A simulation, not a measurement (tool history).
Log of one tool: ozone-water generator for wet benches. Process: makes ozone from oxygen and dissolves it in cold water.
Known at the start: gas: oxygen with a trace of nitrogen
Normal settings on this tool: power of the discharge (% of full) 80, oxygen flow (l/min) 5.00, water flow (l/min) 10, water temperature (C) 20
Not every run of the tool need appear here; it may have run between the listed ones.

| run | hour | power of the discharge (% of full) | oxygen flow (l/min) | water flow (l/min) | water temperature (C) | dissolved ozone (ppm) | ozone in the gas ahead of the water (g/m3) |
|---|---|---|---|---|---|---|---|
| 1 | 0.0 | 80 | 5.00 | 10 | 20 | 21.1 | 174.0 |
| 2 | 174.3 | 80 | 5.00 | 10 | 20 | 21.1 | 173.3 |
| 3 | 277.9 | 80 | 5.00 | 10 | 20 | 21.1 | 176.4 |
| 4 | 384.5 | 80 | 5.00 | 13 | 20 | 16.9 | 174.4 |
| 5 | 498.3 | 80 | 5.00 | 12 | 20 | 18.2 | 175.9 |
| 6 | 677.4 | 80 | 5.00 | 10 | 20 | 21.2 | 175.5 |
| 7 | 859.4 | 80 | 5.00 | 10 | 20 | 21.0 | 173.7 |
| 8 | 977.5 | 80 | 5.00 | 10 | 20 | 20.9 | 172.4 |
| 9 | 1075.0 | 80 | 5.00 | 10 | 20 | 21.0 | 173.9 |
| 10 | 1225.6 | 80 | 5.00 | 10 | 20 | 21.0 | 173.4 |
| 11 | 1331.9 | 80 | 5.00 | 10 | 20 | 20.8 | 173.6 |
| 12 | 1446.4 | 80 | 5.00 | 10 | 20 | 20.7 | 172.5 |
| 13 | 1538.3 | 80 | 8.37 | 10 | 20 | 20.0 | 140.4 |
| 14 | 1617.3 | 80 | 8.37 | 10 | 20 | 20.0 | 140.7 |
| 15 | 1779.9 | 80 | 8.37 | 10 | 20 | 19.8 | 141.6 |
|  | 1842.7 | water thermometer calibrated |
| 16 | 1877.3 | 80 | 8.37 | 10 | 20 | 19.6 | 141.1 |
| 17 | 1989.7 | 80 | 8.37 | 10 | 20 | 20.1 | 141.3 |
| 18 | 2137.1 | 49 | 5.73 | 16 | 21 | 9.4 | 116.7 |
| 19 | 2323.5 | 80 | 5.00 | 6 | 19 | 29.9 | 170.4 |
| 20 | 2474.1 | 80 | 5.00 | 6 | 19 | 30.0 | 171.3 |
| 21 | 2554.2 | 80 | 5.00 | 6 | 19 | 29.9 | 170.9 |
| 22 | 2650.3 | 80 | 5.00 | 6 | 19 | 29.6 | 170.3 |
| 23 | 2765.5 | 80 | 5.00 | 6 | 19 | 30.0 | 171.3 |
| 24 | 2919.2 | 80 | 5.00 | 6 | 19 | 29.6 | 171.5 |
| 25 | 3085.9 | 77 | 5.66 | 6 | 23 | 25.8 | 157.7 |
| 26 | 3171.0 | 77 | 5.66 | 6 | 23 | 25.5 | 159.1 |
| 27 | 3320.3 | 80 | 5.00 | 10 | 13 | 22.9 | 170.7 |
| 28 | 3453.9 | 59 | 7.23 | 10 | 13 | 18.5 | 119.4 |
| 29 | 3592.4 | 59 | 2.89 | 9 | 13 | 19.0 | 169.8 |
| 30 | 3757.5 | 95 | 8.03 | 15 | 19 | 15.9 | 159.0 |
| 31 | 3838.9 | 72 | 4.81 | 6 | 27 | 22.4 | 157.4 |
| 32 | 4026.6 | 80 | 5.00 | 8 | 25 | 21.0 | 166.9 |
| 33 | 4103.3 | 80 | 5.00 | 8 | 25 | 21.2 | 169.2 |
| 34 | 4230.2 | 80 | 2.86 | 9 | 18 | 21.9 | 212.4 |

Predict each of these 3 candidate next runs independently; none follows another, all start after run 34:
| A | 4377.1 | 87 | 3.93 | 10 | 15 | ? | ? |
| B | 4377.1 | 69 | 5.52 | 10 | 13 | ? | ? |
| C | 4377.1 | 80 | 5.00 | 14 | 12 | ? | ? |

| run | dissolved ozone (ppm) | ozone in the gas ahead of the water (g/m3) |
|---|---|---|
| A | 22.2 | 195.4 |
| B | 20.6 | 144.2 |
| C | 16.4 | 167.9 |
With no hidden state in the tool, these same runs would have given:
| run | dissolved ozone (ppm) | ozone in the gas ahead of the water (g/m3) |
|---|---|---|
| A | 24.9 | 204.7 |
| B | 22.8 | 150.1 |
| C | 18.5 | 175.4 |
